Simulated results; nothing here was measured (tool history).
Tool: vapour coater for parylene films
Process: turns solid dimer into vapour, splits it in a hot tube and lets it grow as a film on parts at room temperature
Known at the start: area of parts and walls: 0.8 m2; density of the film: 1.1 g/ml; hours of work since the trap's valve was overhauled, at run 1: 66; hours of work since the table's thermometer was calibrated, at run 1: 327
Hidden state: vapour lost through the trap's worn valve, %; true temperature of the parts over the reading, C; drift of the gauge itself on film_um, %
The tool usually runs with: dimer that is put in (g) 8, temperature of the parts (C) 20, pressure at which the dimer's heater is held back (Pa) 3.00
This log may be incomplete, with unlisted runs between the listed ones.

run   hour  dimer that is put in (g)  temperature of the parts (C)  pressure at which the dimer's heater is held back (Pa)  hours of work since the trap's valve was overhauled  hours of work since the table's thermometer was calibrated  thickness of the film (µm)
  1    0.0                         8                            20                                                    3.00                                                   66                                                         327                        5.14
  2   35.1                         8                            21                                                    3.00                                                   87                                                         348                        4.92
  3   62.9                         8                            21                                                    3.00                                                  103                                                         364                        4.88
  4   78.3                         8                            21                                                    3.00                                                  112                                                         373                        4.83
  5  112.6                         8                            19                                                    3.00                                                  132                                                         394                        5.22
  6  129.6                         8                            26                                                    3.00                                                  142                                                         404                        3.89
  7  157.0                         8                            26                                                    3.00                                                  159                                                         420                        3.88
  8  188.1                         8                            26                                                    3.00                                                  177                                                         438                        3.88
  9  222.1                         8                            26                                                    3.00                                                  197                                                         458                        3.84
 10  254.3                         8                            26                                                    3.00                                                  216                                                         477                        3.84
 11  289.0                         8                            26                                                    3.00                                                  237                                                         498                        3.82
 12  315.7                         8                            26                                                    2.65                                                  252                                                         514                        3.88
 13  347.4                         8                            26                                                    2.65                                                  271                                                         532                        3.84
     353.5  -- trap's valve overhauled
 14  381.3                         8                            26                                                    2.65                                                   16                                                         550                        3.69
 15  418.0                         8                            20                                                    3.00                                                   38                                                         572                        4.72
     451.9  -- trap's valve overhauled, once more
 16  458.7                         5                            16                                                    2.72                                                    4                                                         593                        3.74
 17  493.1                         5                            16                                                    2.72                                                   24                                                         614                        3.89
 18  528.0                         7                            13                                                    3.00                                                   45                                                         634                        5.96
 19  547.4                         7                            15                                                    3.00                                                   56                                                         646                        5.44
 20  574.6                         7                            13                                                    3.00                                                   72                                                         662                        5.91
 21  609.2                         7                            13                                                    3.00                                                   93                                                         682                        5.88
 22  634.4                        10                            20                                                    4.77                                                  108                                                         697                        6.03
 23  671.2                         8                            22                                                   11.08                                                  129                                                         719                        4.19
 24  708.5                         8                            14                                                    5.18                                                  152                                                         741                        6.21
 25  733.3                         8                            14                                                    5.18                                                  166                                                         755                        6.26
 26  755.9                        13                            20                                                    4.34                                                  180                                                         769                        7.88
 27  785.1                        13                            20                                                    4.34                                                  197                                                         786                        7.79
 28  800.1                         8                            20                                                    4.40                                                  206                                                         795                        4.81
 29  815.4                         8                            20                                                    4.40                                                  215                                                         804                        4.76
 30  844.6                         8                            20                                                    4.40                                                  232                                                         821                        4.81

What if the next run were any one of these 3? Each begins from the tool's condition after run 30:
  A  861.2                         8                            24                                                    2.32                                                  242                                                         831                           ?
  B  861.2                        13                            17                                                    2.39                                                  242                                                         831                           ?
  C  861.2                         4                            18                                                    6.42                                                  242                                                         831                           ?

run  thickness of the film (µm)
  A                        4.22
  B                        9.08
  C                        2.52
What these runs would have given with no unlogged condition in the tool:
run  thickness of the film (µm)
  A                        4.55
  B                        9.81
  C                        2.72
